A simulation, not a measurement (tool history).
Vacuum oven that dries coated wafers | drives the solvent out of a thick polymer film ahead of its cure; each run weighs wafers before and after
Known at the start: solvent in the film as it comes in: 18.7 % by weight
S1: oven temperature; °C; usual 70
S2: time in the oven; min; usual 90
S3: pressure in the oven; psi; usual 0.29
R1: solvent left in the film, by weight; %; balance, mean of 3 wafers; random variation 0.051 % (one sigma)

run,day,S1,S2,S3,R1
1,0,70,90,0.29,1.56
2,1.167,75,90,0.29,1.04
3,1.658,75,90,0.29,1.07
4,2.467,75,90,0.29,0.97
5,3.629,75,90,0.29,1.04
6,4.333,75,90,0.29,1
7,4.95,75,90,0.29,0.95
8,5.567,75,90,0.29,1.05
9,6.188,75,90,0.29,0.97
10,6.825,75,90,0.29,1
11,7.304,70,90,0.29,1.72
12,8.033,70,90,0.29,1.7
13,8.688,70,90,0.29,1.68
14,9.175,70,90,0.29,1.68
15,9.729,79,90,0.29,0.82
16,10.271,79,90,0.29,0.71
17,11.508,70,64,0.29,2.78
18,12.108,70,64,0.29,2.83
19,12.9,70,64,0.29,2.92
20,13.833,70,64,0.29,2.87
21,14.804,70,90,0.145,1.37
22,15.292,70,90,1.037,3.68
23,16.158,65,90,0.612,3.83
24,16.842,81,144,0.29,0.53
25,17.562,81,144,0.29,0.56
26,18.046,70,112,0.29,1.25
27,18.771,58,73,0.318,6.1
28,19.879,70,46,0.788,5.25
29,20.538,81,50,0.731,2.16
30,21.108,70,90,1.06,3.87
31,22.267,67,90,0.634,3.36
32,23.421,67,90,0.634,3.26
33,24.038,67,90,0.634,3.38
34,24.792,67,109,0.585,2.8
35,25.696,61,109,0.35,3.49
36,26.867,81,149,0.396,0.8
37,27.904,76,138,0.869,1.94
38,28.554,57,120,0.654,5.55
39,29.379,69,81,0.731,3.53
40,30.283,55,100,0.487,6.34
41,31.254,69,97,0.458,2.27
42,32.35,69,97,0.458,2.31
43,32.946,85,131,0.387,0.64
44,33.496,70,104,1.098,3.74

Taken out of this log: 2 entries between the listed runs. Where each belongs, and how the hidden state differs across it:
Between runs 16 and 17: vacuum gauge cleaned of residue and calibrated (day 10.417)
  true wafer temperature over the reading, C: -0.83 -> -0.86; true pressure over the reading, kPa: 0.069 -> 0.122
  measured less the result without the state, R1: +0.06 -> +0.25 %
Between runs 18 and 19: vacuum gauge cleaned of residue and calibrated, once more (day 12.708)
  true wafer temperature over the reading, C: -0.87 -> -0.89; true pressure over the reading, kPa: 0.126 -> -0.006
  measured less the result without the state, R1: +0.25 -> +0.22 %
